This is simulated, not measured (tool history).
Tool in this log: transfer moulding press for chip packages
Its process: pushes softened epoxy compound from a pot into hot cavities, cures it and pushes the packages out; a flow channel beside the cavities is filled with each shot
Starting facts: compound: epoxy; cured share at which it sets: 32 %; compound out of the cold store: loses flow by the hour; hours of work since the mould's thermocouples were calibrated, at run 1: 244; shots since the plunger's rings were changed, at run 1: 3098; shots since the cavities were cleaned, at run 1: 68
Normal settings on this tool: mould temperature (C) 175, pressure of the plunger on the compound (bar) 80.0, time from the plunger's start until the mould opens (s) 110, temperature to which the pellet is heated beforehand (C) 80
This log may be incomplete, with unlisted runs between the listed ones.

run	hour	mould temperature (C)	pressure of the plunger on the compound (bar)	time from the plunger's start until the mould opens (s)	temperature to which the pellet is heated beforehand (C)	hours of work since the mould's thermocouples were calibrated	shots since the plunger's rings were changed	shots since the cavities were cleaned	incoming compound's hours out of the cold store	length that the compound runs in the flow channel (mm)	greatest force on the pins that push the packages out (N)
1	0.0	175	80.0	110	80	244	3098	68	28.5	546	568
2	13.7	176	80.0	110	80	250	3202	172	20.4	559	554
3	25.5	176	80.0	110	80	255	3292	262	38.3	529	526
4	35.1	175	80.0	110	80	259	3365	335	41.0	526	534
5	47.3	175	80.0	110	80	264	3458	428	13.7	580	600
6	59.0	175	80.0	110	80	269	3547	517	37.2	522	561
7	69.4	175	80.0	110	80	273	3627	597	40.1	533	563
# hour 80.3: cavities cleaned with cleaning compound and waxed
8	92.1	175	80.0	110	80	282	3789	90	17.1	570	577
9	106.8	175	80.0	149	80	288	3901	202	40.7	520	423
10	125.9	175	80.0	110	80	296	4046	347	29.1	539	581
11	137.6	175	80.0	110	78	301	4136	437	35.4	536	582
# hour 145.9: mould's thermocouples calibrated
12	156.6	175	80.0	114	80	4	4265	566	29.8	548	535
# hour 172.4: cavities cleaned with cleaning compound and waxed
13	179.2	175	80.0	91	80	13	4427	52	12.6	576	922
14	196.5	175	80.0	110	80	20	4559	184	19.7	573	576
15	217.4	175	80.0	110	80	29	4718	343	44.2	518	559
16	238.4	175	83.8	142	74	38	4878	503	37.1	547	431
17	254.4	177	83.8	142	74	45	5001	626	17.9	580	417
# hour 261.5: cavities cleaned with cleaning compound and waxed
18	269.9	177	83.8	142	74	50	5107	64	25.0	557	423
19	285.9	175	71.9	110	78	57	5229	186	21.3	530	590
20	303.3	177	71.9	110	78	64	5362	319	15.1	533	526
21	317.6	177	69.8	96	83	70	5471	428	19.3	523	694
22	338.1	177	79.0	115	80	79	5627	584	41.4	512	493
# hour 351.4: cavities cleaned with cleaning compound and waxed
23	353.6	175	99.7	107	80	85	5735	18	13.4	643	647
24	363.8	175	99.7	107	80	89	5812	95	31.7	601	596
25	383.7	175	99.7	107	80	97	5964	247	25.1	621	609
26	403.4	175	99.7	107	80	105	6114	397	22.3	621	594
27	420.4	177	72.0	107	80	112	6244	527	25.6	519	523
28	431.1	177	72.0	107	76	117	6326	609	20.4	534	555
# hour 440.5: cavities cleaned with cleaning compound and waxed
29	454.3	177	72.0	107	76	126	6492	106	21.0	527	559

Below are 4 alternative next runs, each starting from the tool's condition after run 29. Predict each:
A	474.2	176	80.0	94	90	134	6643	257	44.8	?	?
B	474.2	182	83.5	107	80	134	6643	257	8.3	?	?
C	474.2	175	80.0	110	87	134	6643	257	39.8	?	?
D	474.2	171	80.0	110	80	134	6643	257	23.6	?	?

run	length that the compound runs in the flow channel (mm)	greatest force on the pins that push the packages out (N)
A	521	707
B	587	458
C	525	533
D	569	733
Had the tool no hidden state, the same runs would have come out as:
run	length that the compound runs in the flow channel (mm)	greatest force on the pins that push the packages out (N)
A	521	704
B	587	456
C	525	531
D	570	730

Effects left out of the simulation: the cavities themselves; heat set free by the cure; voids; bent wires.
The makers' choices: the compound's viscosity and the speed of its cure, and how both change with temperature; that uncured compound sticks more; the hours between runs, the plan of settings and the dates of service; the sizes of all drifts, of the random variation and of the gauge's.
